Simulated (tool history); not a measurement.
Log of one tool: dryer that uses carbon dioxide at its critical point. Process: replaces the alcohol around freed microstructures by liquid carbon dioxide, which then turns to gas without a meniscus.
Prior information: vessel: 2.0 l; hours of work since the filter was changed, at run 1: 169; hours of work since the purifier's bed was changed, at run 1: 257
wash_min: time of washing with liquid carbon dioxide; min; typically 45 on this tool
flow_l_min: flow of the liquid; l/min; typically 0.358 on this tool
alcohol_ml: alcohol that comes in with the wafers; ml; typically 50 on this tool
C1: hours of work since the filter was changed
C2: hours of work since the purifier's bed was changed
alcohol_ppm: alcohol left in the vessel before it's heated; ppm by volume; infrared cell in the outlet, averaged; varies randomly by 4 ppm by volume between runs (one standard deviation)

{"run": 1, "hour": 0.0, "wash_min": 45, "flow_l_min": 0.358, "alcohol_ml": 50, "C1": 169, "C2": 257, "alcohol_ppm": 35}
{"run": 2, "hour": 17.5, "wash_min": 45, "flow_l_min": 0.358, "alcohol_ml": 50, "C1": 178, "C2": 266, "alcohol_ppm": 33}
{"run": 3, "hour": 39.8, "wash_min": 45, "flow_l_min": 0.358, "alcohol_ml": 50, "C1": 189, "C2": 277, "alcohol_ppm": 43}
{"run": 4, "hour": 60.8, "wash_min": 33, "flow_l_min": 0.358, "alcohol_ml": 50, "C1": 199, "C2": 287, "alcohol_ppm": 176}
{"run": 5, "hour": 78.7, "wash_min": 45, "flow_l_min": 0.283, "alcohol_ml": 50, "C1": 208, "C2": 296, "alcohol_ppm": 138}
{"run": 6, "hour": 111.1, "wash_min": 45, "flow_l_min": 0.564, "alcohol_ml": 50, "C1": 224, "C2": 312, "alcohol_ppm": 15}
{"run": 7, "hour": 142.0, "wash_min": 45, "flow_l_min": 0.564, "alcohol_ml": 50, "C1": 240, "C2": 328, "alcohol_ppm": 18}
{"run": 8, "hour": 170.1, "wash_min": 45, "flow_l_min": 0.564, "alcohol_ml": 50, "C1": 253, "C2": 341, "alcohol_ppm": 16}
{"run": 9, "hour": 201.4, "wash_min": 45, "flow_l_min": 0.564, "alcohol_ml": 50, "C1": 269, "C2": 357, "alcohol_ppm": 22}
{"run": 10, "hour": 224.7, "wash_min": 45, "flow_l_min": 0.564, "alcohol_ml": 50, "C1": 280, "C2": 368, "alcohol_ppm": 19}
{"run": 11, "hour": 242.7, "wash_min": 45, "flow_l_min": 0.564, "alcohol_ml": 50, "C1": 289, "C2": 377, "alcohol_ppm": 17}
{"run": 12, "hour": 261.3, "wash_min": 45, "flow_l_min": 0.352, "alcohol_ml": 50, "C1": 299, "C2": 387, "alcohol_ppm": 60}
{"run": 13, "hour": 282.1, "wash_min": 45, "flow_l_min": 0.352, "alcohol_ml": 50, "C1": 309, "C2": 397, "alcohol_ppm": 55}
{"run": 14, "hour": 299.2, "wash_min": 45, "flow_l_min": 0.352, "alcohol_ml": 50, "C1": 317, "C2": 405, "alcohol_ppm": 52}
{"run": 15, "hour": 334.4, "wash_min": 45, "flow_l_min": 0.281, "alcohol_ml": 50, "C1": 335, "C2": 423, "alcohol_ppm": 193}
{"run": 16, "hour": 352.3, "wash_min": 65, "flow_l_min": 0.358, "alcohol_ml": 50, "C1": 344, "C2": 432, "alcohol_ppm": 21}
{"run": 17, "hour": 377.1, "wash_min": 45, "flow_l_min": 0.358, "alcohol_ml": 50, "C1": 356, "C2": 444, "alcohol_ppm": 63}
{"run": 18, "hour": 397.6, "wash_min": 45, "flow_l_min": 0.358, "alcohol_ml": 50, "C1": 366, "C2": 454, "alcohol_ppm": 56}
{"run": 19, "hour": 432.9, "wash_min": 45, "flow_l_min": 0.358, "alcohol_ml": 50, "C1": 383, "C2": 471, "alcohol_ppm": 67}
{"hour": 444.4, "done": "inlet filter changed"}
{"run": 20, "hour": 457.0, "wash_min": 45, "flow_l_min": 0.358, "alcohol_ml": 50, "C1": 6, "C2": 483, "alcohol_ppm": 39}
{"run": 21, "hour": 491.2, "wash_min": 45, "flow_l_min": 0.358, "alcohol_ml": 50, "C1": 23, "C2": 500, "alcohol_ppm": 38}
{"run": 22, "hour": 514.0, "wash_min": 45, "flow_l_min": 0.27, "alcohol_ml": 50, "C1": 34, "C2": 511, "alcohol_ppm": 145}
{"run": 23, "hour": 547.7, "wash_min": 45, "flow_l_min": 0.27, "alcohol_ml": 50, "C1": 51, "C2": 528, "alcohol_ppm": 143}
{"run": 24, "hour": 573.5, "wash_min": 42, "flow_l_min": 0.313, "alcohol_ml": 95, "C1": 64, "C2": 540, "alcohol_ppm": 161}
{"run": 25, "hour": 591.8, "wash_min": 42, "flow_l_min": 0.313, "alcohol_ml": 95, "C1": 73, "C2": 549, "alcohol_ppm": 159}
{"run": 26, "hour": 608.7, "wash_min": 42, "flow_l_min": 0.313, "alcohol_ml": 95, "C1": 81, "C2": 558, "alcohol_ppm": 172}
{"run": 27, "hour": 636.5, "wash_min": 28, "flow_l_min": 0.594, "alcohol_ml": 90, "C1": 95, "C2": 572, "alcohol_ppm": 48}
{"run": 28, "hour": 671.9, "wash_min": 47, "flow_l_min": 0.26, "alcohol_ml": 32, "C1": 112, "C2": 589, "alcohol_ppm": 105}
{"run": 29, "hour": 704.6, "wash_min": 32, "flow_l_min": 0.26, "alcohol_ml": 32, "C1": 129, "C2": 605, "alcohol_ppm": 474}
{"run": 30, "hour": 721.9, "wash_min": 45, "flow_l_min": 0.4, "alcohol_ml": 50, "C1": 137, "C2": 614, "alcohol_ppm": 44}
{"run": 31, "hour": 746.0, "wash_min": 45, "flow_l_min": 0.4, "alcohol_ml": 71, "C1": 149, "C2": 626, "alcohol_ppm": 41}
{"run": 32, "hour": 763.7, "wash_min": 33, "flow_l_min": 0.358, "alcohol_ml": 91, "C1": 158, "C2": 634, "alcohol_ppm": 301}
{"run": 33, "hour": 781.7, "wash_min": 33, "flow_l_min": 0.358, "alcohol_ml": 91, "C1": 167, "C2": 643, "alcohol_ppm": 303}
{"run": 34, "hour": 811.6, "wash_min": 37, "flow_l_min": 0.236, "alcohol_ml": 50, "C1": 181, "C2": 658, "alcohol_ppm": 725}
{"run": 35, "hour": 847.3, "wash_min": 28, "flow_l_min": 0.578, "alcohol_ml": 50, "C1": 199, "C2": 676, "alcohol_ppm": 50}
{"run": 36, "hour": 870.7, "wash_min": 28, "flow_l_min": 0.578, "alcohol_ml": 50, "C1": 211, "C2": 687, "alcohol_ppm": 48}
{"run": 37, "hour": 906.7, "wash_min": 49, "flow_l_min": 0.358, "alcohol_ml": 119, "C1": 228, "C2": 705, "alcohol_ppm": 69}
{"run": 38, "hour": 937.9, "wash_min": 45, "flow_l_min": 0.59, "alcohol_ml": 50, "C1": 244, "C2": 721, "alcohol_ppm": 40}
{"run": 39, "hour": 966.0, "wash_min": 45, "flow_l_min": 0.247, "alcohol_ml": 23, "C1": 258, "C2": 734, "alcohol_ppm": 172}
{"run": 40, "hour": 998.4, "wash_min": 44, "flow_l_min": 0.358, "alcohol_ml": 50, "C1": 274, "C2": 750, "alcohol_ppm": 76}
{"run": 41, "hour": 1029.7, "wash_min": 44, "flow_l_min": 0.358, "alcohol_ml": 50, "C1": 289, "C2": 766, "alcohol_ppm": 83}
{"run": 42, "hour": 1060.5, "wash_min": 30, "flow_l_min": 0.477, "alcohol_ml": 25, "C1": 305, "C2": 781, "alcohol_ppm": 73}
{"run": 43, "hour": 1092.0, "wash_min": 35, "flow_l_min": 0.442, "alcohol_ml": 50, "C1": 320, "C2": 797, "alcohol_ppm": 79}
{"run": 44, "hour": 1120.4, "wash_min": 45, "flow_l_min": 0.254, "alcohol_ml": 92, "C1": 334, "C2": 811, "alcohol_ppm": 585}
{"run": 45, "hour": 1150.4, "wash_min": 45, "flow_l_min": 0.354, "alcohol_ml": 92, "C1": 349, "C2": 826, "alcohol_ppm": 117}
{"run": 46, "hour": 1168.2, "wash_min": 36, "flow_l_min": 0.543, "alcohol_ml": 62, "C1": 358, "C2": 834, "alcohol_ppm": 47}

How the hidden state differs across the entries between the runs, from the last listed run before each to the first after it:
Runs 19 to 20: inlet filter changed (hour 444.4)
  flow that reaches the vessel past the clogged filter, %: 84.5 -> 99.3; alcohol in the recycled carbon dioxide, ppm: 23.3 -> 23.8
  measured result minus the result with no hidden state, alcohol_ppm: +50 -> +19 ppm by volume
